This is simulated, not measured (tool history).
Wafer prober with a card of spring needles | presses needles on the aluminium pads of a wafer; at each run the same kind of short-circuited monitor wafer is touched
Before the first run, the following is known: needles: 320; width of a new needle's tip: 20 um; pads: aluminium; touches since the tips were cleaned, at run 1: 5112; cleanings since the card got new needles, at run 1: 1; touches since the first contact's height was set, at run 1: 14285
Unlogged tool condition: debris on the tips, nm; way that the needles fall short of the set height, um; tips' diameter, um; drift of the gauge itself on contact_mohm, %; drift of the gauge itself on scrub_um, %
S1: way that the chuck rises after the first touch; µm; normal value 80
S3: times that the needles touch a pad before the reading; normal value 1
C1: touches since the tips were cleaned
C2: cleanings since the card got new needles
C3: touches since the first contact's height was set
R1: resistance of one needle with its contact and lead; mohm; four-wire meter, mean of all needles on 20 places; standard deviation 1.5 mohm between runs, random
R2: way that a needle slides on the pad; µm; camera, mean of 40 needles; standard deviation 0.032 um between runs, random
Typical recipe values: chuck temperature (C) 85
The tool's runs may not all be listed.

run 1 day=0.000 | S1=80 chuck_temperature_(C)=85 S3=1 | C1=5112 C2=1 C3=14285 | R1=187 R2=14.35
run 2 day=0.417 | S1=80 chuck_temperature_(C)=109 S3=1 | C1=7366 C2=1 C3=16539 | R1=204 R2=14.31
-- day=0.600 tips cleaned on abrasive film
run 3 day=1.096 | S1=80 chuck_temperature_(C)=109 S3=1 | C1=2671 C2=2 C3=20187 | R1=228 R2=14.23
run 4 day=1.642 | S1=80 chuck_temperature_(C)=85 S3=1 | C1=5643 C2=2 C3=23159 | R1=221 R2=14.29
-- day=2.125 tips cleaned on abrasive film
run 5 day=2.125 | S1=80 chuck_temperature_(C)=85 S3=1 | C1=0 C2=3 C3=25739 | R1=143 R2=14.29
-- day=2.225 tips cleaned on abrasive film, once more
run 6 day=2.488 | S1=80 chuck_temperature_(C)=85 S3=1 | C1=1406 C2=4 C3=27678 | R1=158 R2=14.25
run 7 day=3.175 | S1=83 chuck_temperature_(C)=85 S3=1 | C1=5138 C2=4 C3=31410 | R1=188 R2=14.80
-- day=3.783 tips cleaned on abrasive film
run 8 day=3.838 | S1=83 chuck_temperature_(C)=85 S3=1 | C1=295 C2=5 C3=34984 | R1=144 R2=14.80
run 9 day=4.404 | S1=83 chuck_temperature_(C)=85 S3=1 | C1=3350 C2=5 C3=38039 | R1=176 R2=14.77
run 10 day=5.058 | S1=80 chuck_temperature_(C)=34 S3=1 | C1=6906 C2=5 C3=41595 | R1=197 R2=14.28
-- day=5.329 tips cleaned on abrasive film
run 11 day=5.404 | S1=80 chuck_temperature_(C)=28 S3=1 | C1=407 C2=6 C3=43446 | R1=144 R2=14.15
run 12 day=5.712 | S1=80 chuck_temperature_(C)=28 S3=1 | C1=2061 C2=6 C3=45100 | R1=164 R2=14.21
run 13 day=6.204 | S1=72 chuck_temperature_(C)=41 S3=2 | C1=4724 C2=6 C3=47763 | R1=172 R2=12.75
run 14 day=6.779 | S1=83 chuck_temperature_(C)=48 S3=1 | C1=7844 C2=6 C3=50883 | R1=196 R2=14.73
-- day=6.900 tips cleaned on abrasive film
run 15 day=7.483 | S1=82 chuck_temperature_(C)=63 S3=2 | C1=3159 C2=7 C3=54677 | R1=158 R2=14.51

Forecast run 16:
run 16 day=8.183 | S1=82 chuck_temperature_(C)=63 S3=2 | C1=6947 C2=7 C3=58465 | R1=? R2=?

{"run 16": {"R1": 170, "R2": 14.57}}
With the hidden condition absent and the run-to-run variation left alone, this run would have shown R1 130 mohm, R2 14.71 µm.

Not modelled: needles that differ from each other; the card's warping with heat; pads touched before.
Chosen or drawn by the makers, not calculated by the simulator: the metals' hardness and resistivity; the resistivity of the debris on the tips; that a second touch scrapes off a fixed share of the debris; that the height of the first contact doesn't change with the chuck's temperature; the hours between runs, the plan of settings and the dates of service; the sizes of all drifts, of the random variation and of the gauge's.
